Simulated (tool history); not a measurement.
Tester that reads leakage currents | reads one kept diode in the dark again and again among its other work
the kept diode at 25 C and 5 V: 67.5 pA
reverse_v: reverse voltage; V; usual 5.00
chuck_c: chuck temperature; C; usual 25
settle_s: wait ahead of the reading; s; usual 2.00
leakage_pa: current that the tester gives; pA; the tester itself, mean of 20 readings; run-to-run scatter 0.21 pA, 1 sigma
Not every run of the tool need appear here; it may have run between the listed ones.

{"run": 1, "hour": 0.0, "reverse_v": 5.0, "chuck_c": 25, "settle_s": 2.0, "leakage_pa": 73.17}
{"run": 2, "hour": 33.7, "reverse_v": 5.0, "chuck_c": 25, "settle_s": 2.0, "leakage_pa": 72.99}
{"run": 3, "hour": 65.4, "reverse_v": 5.0, "chuck_c": 25, "settle_s": 2.0, "leakage_pa": 72.68}
{"run": 4, "hour": 101.3, "reverse_v": 5.0, "chuck_c": 25, "settle_s": 2.0, "leakage_pa": 72.81}
{"run": 5, "hour": 130.5, "reverse_v": 5.0, "chuck_c": 25, "settle_s": 2.93, "leakage_pa": 72.72}
{"run": 6, "hour": 151.2, "reverse_v": 5.0, "chuck_c": 25, "settle_s": 2.93, "leakage_pa": 72.59}
{"run": 7, "hour": 184.2, "reverse_v": 5.0, "chuck_c": 25, "settle_s": 2.93, "leakage_pa": 72.6}
{"run": 8, "hour": 219.1, "reverse_v": 5.0, "chuck_c": 25, "settle_s": 2.93, "leakage_pa": 72.52}
{"run": 9, "hour": 260.5, "reverse_v": 5.0, "chuck_c": 24, "settle_s": 8.45, "leakage_pa": 67.34}
{"run": 10, "hour": 280.6, "reverse_v": 5.0, "chuck_c": 24, "settle_s": 8.45, "leakage_pa": 68.06}
{"run": 11, "hour": 298.4, "reverse_v": 5.0, "chuck_c": 24, "settle_s": 8.45, "leakage_pa": 67.65}
{"run": 12, "hour": 331.1, "reverse_v": 8.66, "chuck_c": 24, "settle_s": 6.65, "leakage_pa": 86.37}
{"run": 13, "hour": 368.8, "reverse_v": 8.66, "chuck_c": 24, "settle_s": 6.65, "leakage_pa": 86.81}
{"run": 14, "hour": 400.6, "reverse_v": 15.1, "chuck_c": 51, "settle_s": 0.37, "leakage_pa": 570.83}
{"run": 15, "hour": 419.1, "reverse_v": 5.0, "chuck_c": 42, "settle_s": 5.86, "leakage_pa": 212.9}
{"run": 16, "hour": 449.2, "reverse_v": 5.0, "chuck_c": 42, "settle_s": 5.86, "leakage_pa": 212.72}

What if the next run were any one of these 3? Each begins from the tool's condition after run 16:
{"run": "A", "hour": 466.7, "reverse_v": 5.0, "chuck_c": 31, "settle_s": 2.0, "leakage_pa": "?"}
{"run": "B", "hour": 466.7, "reverse_v": 5.0, "chuck_c": 21, "settle_s": 2.0, "leakage_pa": "?"}
{"run": "C", "hour": 466.7, "reverse_v": 1.57, "chuck_c": 25, "settle_s": 2.0, "leakage_pa": "?"}

run=A leakage_pa=106.57
run=B leakage_pa=56.94
run=C leakage_pa=45.46
With the hidden condition removed and each run's random variation left untouched, the same runs would have given:
run=A leakage_pa=104.18
run=B leakage_pa=51.72
run=C leakage_pa=45.54
